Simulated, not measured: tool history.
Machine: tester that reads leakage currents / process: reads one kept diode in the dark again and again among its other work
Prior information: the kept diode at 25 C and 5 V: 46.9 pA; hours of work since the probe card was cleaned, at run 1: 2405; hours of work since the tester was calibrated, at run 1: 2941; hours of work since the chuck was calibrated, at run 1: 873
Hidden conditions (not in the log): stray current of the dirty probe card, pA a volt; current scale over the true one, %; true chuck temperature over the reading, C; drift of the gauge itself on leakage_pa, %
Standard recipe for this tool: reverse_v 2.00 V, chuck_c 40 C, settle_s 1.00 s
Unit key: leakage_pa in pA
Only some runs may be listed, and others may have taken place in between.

| run | hour | reverse_v | chuck_c | settle_s | hours of work since the probe card was cleaned | hours of work since the tester was calibrated | hours of work since the chuck was calibrated | leakage_pa |
|---|---|---|---|---|---|---|---|---|
| 1 | 0.0 | 2.00 | 40 | 1.00 | 2405 | 2941 | 873 | 116.16 |
| 2 | 93.9 | 2.00 | 40 | 1.00 | 2472 | 3007 | 940 | 116.75 |
| 3 | 198.6 | 2.00 | 40 | 1.00 | 2546 | 3082 | 1014 | 117.39 |
| 4 | 354.4 | 2.00 | 43 | 1.00 | 2657 | 3192 | 1125 | 146.80 |
| 5 | 468.2 | 6.11 | 40 | 1.00 | 2737 | 3273 | 1206 | 195.49 |
| 6 | 652.7 | 6.11 | 40 | 1.00 | 2869 | 3404 | 1337 | 198.49 |
|  | 779.7 | probe card cleaned and baked |
| 7 | 830.6 | 6.11 | 40 | 1.00 | 36 | 3528 | 1461 | 185.43 |
| 8 | 963.4 | 6.11 | 40 | 1.00 | 130 | 3623 | 1555 | 186.64 |
| 9 | 1087.5 | 6.11 | 40 | 1.00 | 219 | 3711 | 1644 | 188.14 |
| 10 | 1194.9 | 6.11 | 40 | 1.00 | 295 | 3787 | 1720 | 190.02 |
|  | 1363.0 | chuck's temperature calibrated |
| 11 | 1385.4 | 2.00 | 40 | 1.00 | 429 | 3921 | 16 | 130.43 |
| 12 | 1520.3 | 2.00 | 40 | 0.98 | 525 | 4017 | 112 | 131.43 |
| 13 | 1704.3 | 2.00 | 40 | 1.20 | 655 | 4147 | 242 | 132.91 |
| 14 | 1790.7 | 2.00 | 40 | 1.00 | 717 | 4209 | 304 | 133.89 |
| 15 | 1941.8 | 2.00 | 40 | 1.00 | 824 | 4316 | 411 | 134.47 |
| 16 | 2090.8 | 2.00 | 40 | 1.00 | 930 | 4422 | 517 | 136.87 |
| 17 | 2172.4 | 2.00 | 40 | 1.00 | 988 | 4480 | 575 | 137.60 |
|  | 2259.4 | chuck's temperature calibrated, once more |
| 18 | 2318.6 | 13.05 | 40 | 1.00 | 1090 | 4582 | 42 | 238.67 |
| 19 | 2415.3 | 13.05 | 40 | 1.00 | 1159 | 4651 | 111 | 241.51 |
| 20 | 2583.6 | 13.05 | 40 | 1.00 | 1278 | 4770 | 230 | 245.23 |
| 21 | 2770.4 | 13.05 | 40 | 1.00 | 1411 | 4903 | 363 | 249.34 |
| 22 | 2881.2 | 13.05 | 40 | 1.00 | 1490 | 4982 | 442 | 250.39 |
| 23 | 2996.2 | 2.90 | 40 | 1.00 | 1571 | 5063 | 523 | 131.53 |
| 24 | 3097.1 | 2.90 | 40 | 1.00 | 1643 | 5135 | 595 | 132.11 |
| 25 | 3282.5 | 6.61 | 25 | 2.39 | 1775 | 5267 | 727 | 66.13 |
| 26 | 3406.7 | 4.46 | 37 | 1.31 | 1863 | 5355 | 815 | 131.35 |
|  | 3549.1 | tester calibrated |
| 27 | 3600.5 | 4.46 | 37 | 1.31 | 1999 | 36 | 951 | 133.12 |
| 28 | 3793.8 | 6.57 | 37 | 0.52 | 2136 | 174 | 1088 | 161.98 |
| 29 | 3988.4 | 6.57 | 37 | 0.52 | 2274 | 312 | 1226 | 165.02 |
| 30 | 4084.8 | 2.62 | 21 | 6.65 | 2343 | 380 | 1295 | 34.38 |
| 31 | 4167.6 | 2.62 | 21 | 2.76 | 2402 | 439 | 1354 | 34.80 |
| 32 | 4305.2 | 1.23 | 35 | 9.89 | 2499 | 537 | 1451 | 69.49 |
| 33 | 4475.4 | 2.40 | 46 | 0.60 | 2620 | 658 | 1572 | 206.09 |
| 34 | 4565.5 | 2.40 | 46 | 0.60 | 2684 | 722 | 1636 | 207.17 |
| 35 | 4671.8 | 4.42 | 46 | 1.31 | 2760 | 797 | 1712 | 269.79 |
| 36 | 4816.1 | 4.42 | 46 | 1.31 | 2862 | 900 | 1814 | 271.85 |
|  | 4862.1 | chuck's temperature calibrated |
|  | 4957.9 | probe card cleaned and baked |
| 37 | 4992.4 | 12.60 | 31 | 1.52 | 24 | 1021 | 90 | 113.26 |
| 38 | 5109.2 | 5.41 | 27 | 0.45 | 107 | 1104 | 173 | 60.33 |

The logged runs with the hidden state left out (each run's random variation unchanged):
| run | leakage_pa |
|---|---|
| 1 | 105.96 |
| 2 | 105.82 |
| 3 | 105.70 |
| 4 | 132.12 |
| 5 | 167.17 |
| 6 | 167.45 |
| 7 | 167.04 |
| 8 | 166.28 |
| 9 | 165.98 |
| 10 | 166.18 |
| 11 | 105.90 |
| 12 | 105.79 |
| 13 | 105.68 |
| 14 | 105.87 |
| 15 | 105.29 |
| 16 | 106.11 |
| 17 | 106.11 |
| 18 | 227.54 |
| 19 | 228.24 |
| 20 | 228.53 |
| 21 | 228.83 |
| 22 | 227.76 |
| 23 | 123.32 |
| 24 | 123.02 |
| 25 | 53.16 |
| 26 | 117.12 |
| 27 | 115.99 |
| 28 | 137.13 |
| 29 | 137.59 |
| 30 | 25.86 |
| 31 | 25.95 |
| 32 | 59.06 |
| 33 | 176.97 |
| 34 | 176.89 |
| 35 | 226.08 |
| 36 | 225.91 |
| 37 | 111.72 |
| 38 | 58.70 |

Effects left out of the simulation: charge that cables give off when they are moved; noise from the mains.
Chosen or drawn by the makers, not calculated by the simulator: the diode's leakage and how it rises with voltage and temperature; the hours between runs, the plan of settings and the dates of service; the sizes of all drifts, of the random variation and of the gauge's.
